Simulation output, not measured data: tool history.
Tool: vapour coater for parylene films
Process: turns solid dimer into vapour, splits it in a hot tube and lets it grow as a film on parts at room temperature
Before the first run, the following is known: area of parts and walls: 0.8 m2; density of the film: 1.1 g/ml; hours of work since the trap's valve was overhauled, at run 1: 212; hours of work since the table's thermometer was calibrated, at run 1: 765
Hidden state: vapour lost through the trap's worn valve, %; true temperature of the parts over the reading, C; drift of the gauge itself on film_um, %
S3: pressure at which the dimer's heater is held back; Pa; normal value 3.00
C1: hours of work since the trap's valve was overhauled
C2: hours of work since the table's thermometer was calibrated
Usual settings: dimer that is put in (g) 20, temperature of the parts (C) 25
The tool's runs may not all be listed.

Run 1, hour 0.0: usual settings; C1 212; C2 765. Result: thickness of the film (um) 15.49.
At hour 22.4: trap's valve overhauled.
Run 2, hour 65.6: usual settings; C1 33; C2 812. Result: thickness of the film (um) 17.12.
Run 3, hour 138.4: usual settings; C1 89; C2 868. Result: thickness of the film (um) 16.45.
Run 4, hour 207.9: usual settings; C1 142; C2 922. Result: thickness of the film (um) 15.80.
Run 5, hour 247.4: usual settings; C1 173; C2 952. Result: thickness of the film (um) 15.68.
Run 6, hour 298.0: usual settings but dimer that is put in (g) 14; C1 212; C2 991. Result: thickness of the film (um) 10.54.
At hour 306.5: table's thermometer calibrated.
At hour 320.7: trap's valve overhauled.
Run 7, hour 340.6: usual settings but dimer that is put in (g) 14; C1 15; C2 23. Result: thickness of the film (um) 12.21.
Run 8, hour 417.7: usual settings but dimer that is put in (g) 14; C1 74; C2 82. Result: thickness of the film (um) 11.58.
Run 9, hour 483.7: usual settings; C1 125; C2 133. Result: thickness of the film (um) 16.25.
Run 10, hour 540.5: usual settings; C1 169; C2 177. Result: thickness of the film (um) 15.71.
Run 11, hour 600.1: usual settings but dimer that is put in (g) 32, temperature of the parts (C) 34; C1 214; C2 222. Result: thickness of the film (um) 19.73.
At hour 615.7: trap's valve overhauled.
Run 12, hour 663.2: usual settings but dimer that is put in (g) 32, temperature of the parts (C) 34; C1 37; C2 268. Result: thickness of the film (um) 22.31.
At hour 670.0: table's thermometer calibrated, once more.
Run 13, hour 741.8: usual settings but dimer that is put in (g) 32, temperature of the parts (C) 34; C1 96; C2 55. Result: thickness of the film (um) 21.77.
Run 14, hour 783.9: usual settings but dimer that is put in (g) 32, temperature of the parts (C) 22, S3 6.47 Pa; C1 128; C2 87. Result: thickness of the film (um) 24.16.
Run 15, hour 816.8: usual settings but dimer that is put in (g) 32, temperature of the parts (C) 22, S3 6.47 Pa; C1 154; C2 113. Result: thickness of the film (um) 23.81.
Run 16, hour 875.0: usual settings but dimer that is put in (g) 32, temperature of the parts (C) 22, S3 6.47 Pa; C1 198; C2 157. Result: thickness of the film (um) 22.92.
At hour 914.9: trap's valve overhauled.
Run 17, hour 940.9: usual settings but dimer that is put in (g) 32, temperature of the parts (C) 22, S3 6.47 Pa; C1 20; C2 205. Result: thickness of the film (um) 25.87.
Run 18, hour 1014.4: usual settings but temperature of the parts (C) 23; C1 76; C2 261. Result: thickness of the film (um) 17.78.

Forecast each of these 4 alternatives for the next run:
Run A, hour 1074.7: usual settings but dimer that is put in (g) 34, temperature of the parts (C) 18, S3 2.08 Pa; C1 123; C2 308. Result: thickness of the film (um) ?.
Run B, hour 1074.7: usual settings but temperature of the parts (C) 30, S3 10.90 Pa; C1 123; C2 308. Result: thickness of the film (um) ?.
Run C, hour 1074.7: usual settings but temperature of the parts (C) 26; C1 123; C2 308. Result: thickness of the film (um) ?.
Run D, hour 1074.7: usual settings but dimer that is put in (g) 9, temperature of the parts (C) 20, S3 2.90 Pa; C1 123; C2 308. Result: thickness of the film (um) ?.

run  thickness of the film (um)
  A                       35.22
  B                       11.41
  C                       16.21
  D                        8.33
Without the tool's unlogged condition, the same runs would have read:
run  thickness of the film (um)
  A                       38.16
  B                       12.41
  C                       17.63
  D                        9.06

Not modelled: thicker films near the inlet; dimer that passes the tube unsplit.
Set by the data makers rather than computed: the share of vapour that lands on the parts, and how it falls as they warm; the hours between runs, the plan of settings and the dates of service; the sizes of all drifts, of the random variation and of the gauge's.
